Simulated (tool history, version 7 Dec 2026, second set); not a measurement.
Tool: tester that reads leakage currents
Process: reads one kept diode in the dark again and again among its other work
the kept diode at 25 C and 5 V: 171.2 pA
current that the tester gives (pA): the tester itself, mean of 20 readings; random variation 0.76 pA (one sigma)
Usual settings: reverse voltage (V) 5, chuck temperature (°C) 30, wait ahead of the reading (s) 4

run,hour,reverse voltage (V),chuck temperature (°C),wait ahead of the reading (s),current that the tester gives (pA)
1,0,5,30,4,268.66
2,59.9,5,30,4,271.27
3,109.6,5,30,4,269.77
4,169.6,5,30,4,270.03
5,212.2,1.41,30,4,151.23
6,266.4,1.41,30,4,152.61
7,314.9,5,30,4,273.07
8,349.1,5.22,30,4,278.59
9,408,5.22,30,4,280.32
10,444.5,5.22,30,7.05,280.49
11,493.5,1.5,30,7.05,157.8
12,550.7,1.5,30,7.05,158.64
13,603.2,1.13,54,0.36,767.52
14,647.3,1.13,54,0.36,767.08
15,686.6,1.13,54,0.36,763.6
16,735.4,1.13,54,0.36,768.27
17,790.9,1.13,54,0.36,771.38
18,835.2,1.13,54,0.36,776.69
19,870,3.42,27,0.57,189.41
20,916.7,1.53,27,0.57,129.65
21,949.7,5,26,5.12,210.06
22,1006.3,1.35,52,1.77,742.78
23,1054.9,5,57,4,1875.27
24,1097.8,5,57,4,1886.87

Measured less the same run without the tool's hidden state. The same run-to-run variation is in both; the gauge's scatter may not be:
The hidden state here: stray current of the dirty probe card, pA a volt; current scale over the true one, %; true chuck temperature over the reading, C; drift of the gauge itself on leakage_pa, %.
run,current that the tester gives (pA)
1,+13.77
2,+14.85
3,+15.46
4,+16.37
5,+7.45
6,+7.98
7,+18.71
8,+19.85
9,+20.86
10,+21.45
11,+10.22
12,+10.74
13,+38.71
14,+40.05
15,+41.19
16,+43.1
17,+45.13
18,+46.93
19,+18.92
20,+11.83
21,+24.15
22,+50.97
23,+132.3
24,+136.38
